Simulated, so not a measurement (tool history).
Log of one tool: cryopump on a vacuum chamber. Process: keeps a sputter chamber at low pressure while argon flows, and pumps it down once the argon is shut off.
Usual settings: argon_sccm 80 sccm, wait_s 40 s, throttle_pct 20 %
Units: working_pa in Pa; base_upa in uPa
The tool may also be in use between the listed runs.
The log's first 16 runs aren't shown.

{"run": 17, "day": 8.579, "argon_sccm": 80, "wait_s": 40, "throttle_pct": 20, "working_pa": 0.6252, "base_upa": 3.33}
{"run": 18, "day": 9.067, "argon_sccm": 80, "wait_s": 40, "throttle_pct": 20, "working_pa": 0.6267, "base_upa": 3.29}
{"run": 19, "day": 9.7, "argon_sccm": 151, "wait_s": 152, "throttle_pct": 20, "working_pa": 1.1859, "base_upa": 2.04}
{"run": 20, "day": 10.129, "argon_sccm": 78, "wait_s": 146, "throttle_pct": 15, "working_pa": 0.8179, "base_upa": 2.05}
{"run": 21, "day": 10.775, "argon_sccm": 80, "wait_s": 120, "throttle_pct": 20, "working_pa": 0.6327, "base_upa": 2.17}
{"run": 22, "day": 11.188, "argon_sccm": 130, "wait_s": 40, "throttle_pct": 36, "working_pa": 0.5922, "base_upa": 3.38}
{"run": 23, "day": 11.729, "argon_sccm": 74, "wait_s": 41, "throttle_pct": 22, "working_pa": 0.5368, "base_upa": 3.43}
{"run": 24, "day": 12.471, "argon_sccm": 74, "wait_s": 41, "throttle_pct": 22, "working_pa": 0.538, "base_upa": 3.42}
{"run": 25, "day": 12.917, "argon_sccm": 74, "wait_s": 41, "throttle_pct": 22, "working_pa": 0.5369, "base_upa": 3.42}
{"run": 26, "day": 13.658, "argon_sccm": 33, "wait_s": 48, "throttle_pct": 18, "working_pa": 0.2911, "base_upa": 3.26}
{"run": 27, "day": 14.171, "argon_sccm": 33, "wait_s": 48, "throttle_pct": 18, "working_pa": 0.2933, "base_upa": 3.24}
{"run": 28, "day": 14.592, "argon_sccm": 44, "wait_s": 22, "throttle_pct": 42, "working_pa": 0.1763, "base_upa": 5.08}
{"run": 29, "day": 15.304, "argon_sccm": 37, "wait_s": 40, "throttle_pct": 20, "working_pa": 0.2959, "base_upa": 3.64}
{"run": 30, "day": 15.858, "argon_sccm": 61, "wait_s": 40, "throttle_pct": 23, "working_pa": 0.4307, "base_upa": 3.69}
{"run": 31, "day": 16.25, "argon_sccm": 141, "wait_s": 73, "throttle_pct": 55, "working_pa": 0.4531, "base_upa": 2.84}
{"run": 32, "day": 16.821, "argon_sccm": 141, "wait_s": 73, "throttle_pct": 55, "working_pa": 0.4549, "base_upa": 2.94}
{"run": 33, "day": 17.417, "argon_sccm": 141, "wait_s": 73, "throttle_pct": 55, "working_pa": 0.4593, "base_upa": 2.99}
{"run": 34, "day": 18.162, "argon_sccm": 78, "wait_s": 64, "throttle_pct": 36, "working_pa": 0.3676, "base_upa": 3.12}

4 ways to go on from here, each from the tool as it stands after run 34. What would each give?
{"run": "A", "day": 18.867, "argon_sccm": 41, "wait_s": 235, "throttle_pct": 38, "working_pa": "?", "base_upa": "?"}
{"run": "B", "day": 18.867, "argon_sccm": 131, "wait_s": 26, "throttle_pct": 36, "working_pa": "?", "base_upa": "?"}
{"run": "C", "day": 18.867, "argon_sccm": 71, "wait_s": 64, "throttle_pct": 33, "working_pa": "?", "base_upa": "?"}
{"run": "D", "day": 18.867, "argon_sccm": 75, "wait_s": 180, "throttle_pct": 28, "working_pa": "?", "base_upa": "?"}

run=A working_pa=0.1846 base_upa=2.37
run=B working_pa=0.6251 base_upa=4.82
run=C working_pa=0.3634 base_upa=3.18
run=D working_pa=0.4472 base_upa=2.46
Without the tool's hidden state the same runs would have given:
run=A working_pa=0.1619 base_upa=0.57
run=B working_pa=0.5521 base_upa=3.03
run=C working_pa=0.324 base_upa=1.39
run=D working_pa=0.4055 base_upa=0.67
